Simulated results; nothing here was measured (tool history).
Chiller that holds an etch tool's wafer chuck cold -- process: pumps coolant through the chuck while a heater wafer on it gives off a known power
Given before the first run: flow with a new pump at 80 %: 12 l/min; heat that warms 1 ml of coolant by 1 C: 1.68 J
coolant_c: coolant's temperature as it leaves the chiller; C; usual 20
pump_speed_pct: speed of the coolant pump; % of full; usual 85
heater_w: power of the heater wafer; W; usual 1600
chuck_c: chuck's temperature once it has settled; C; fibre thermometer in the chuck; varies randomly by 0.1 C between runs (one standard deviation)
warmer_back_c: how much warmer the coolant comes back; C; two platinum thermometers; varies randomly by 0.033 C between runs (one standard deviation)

| run | hour | coolant_c | pump_speed_pct | heater_w | chuck_c | warmer_back_c |
|---|---|---|---|---|---|---|
| 1 | 0.0 | 20 | 85 | 1600 | 31.0 | 4.41 |
| 2 | 28.6 | 20 | 85 | 1600 | 30.9 | 4.47 |
| 3 | 52.9 | 20 | 85 | 1600 | 31.2 | 4.55 |
| 4 | 111.6 | 20 | 85 | 1600 | 31.1 | 4.51 |
| 5 | 140.0 | 20 | 98 | 1600 | 29.8 | 3.90 |
| 6 | 178.7 | 20 | 85 | 1055 | 27.3 | 3.07 |
| 7 | 203.4 | 20 | 85 | 1055 | 27.3 | 2.94 |
| 8 | 248.3 | 20 | 85 | 1055 | 27.2 | 2.98 |
| 9 | 284.2 | 20 | 85 | 1055 | 27.2 | 2.97 |
| 10 | 312.6 | 20 | 85 | 1055 | 27.3 | 2.98 |
| 11 | 350.5 | 18 | 63 | 1766 | 33.4 | 6.92 |
| 12 | 402.5 | 20 | 90 | 1282 | 28.4 | 3.45 |
| 13 | 444.3 | 28 | 90 | 1052 | 35.1 | 2.86 |
| 14 | 502.6 | 28 | 90 | 1052 | 35.0 | 2.85 |
| 15 | 553.3 | 14 | 90 | 1360 | 22.8 | 3.66 |
| 16 | 596.3 | 14 | 90 | 1360 | 22.9 | 3.71 |
| 17 | 651.5 | 14 | 90 | 1360 | 22.9 | 3.74 |

Here are 5 independent what-if runs from the current tool condition. What would each one return?
| A | 700.0 | 12 | 66 | 1007 | ? | ? |
| B | 700.0 | 20 | 82 | 1120 | ? | ? |
| C | 700.0 | 22 | 61 | 1600 | ? | ? |
| D | 700.0 | 16 | 69 | 1360 | ? | ? |
| E | 700.0 | 25 | 93 | 2176 | ? | ? |

| run | chuck_c | warmer_back_c |
|---|---|---|
| A | 20.4 | 3.92 |
| B | 27.9 | 3.37 |
| C | 36.4 | 6.56 |
| D | 26.8 | 4.92 |
| E | 39.0 | 5.61 |
Had the tool no hidden state, the same runs would have come out as:
| run | chuck_c | warmer_back_c |
|---|---|---|
| A | 20.3 | 3.74 |
| B | 27.8 | 3.20 |
| C | 36.3 | 6.38 |
| D | 26.8 | 4.74 |
| E | 38.9 | 5.43 |

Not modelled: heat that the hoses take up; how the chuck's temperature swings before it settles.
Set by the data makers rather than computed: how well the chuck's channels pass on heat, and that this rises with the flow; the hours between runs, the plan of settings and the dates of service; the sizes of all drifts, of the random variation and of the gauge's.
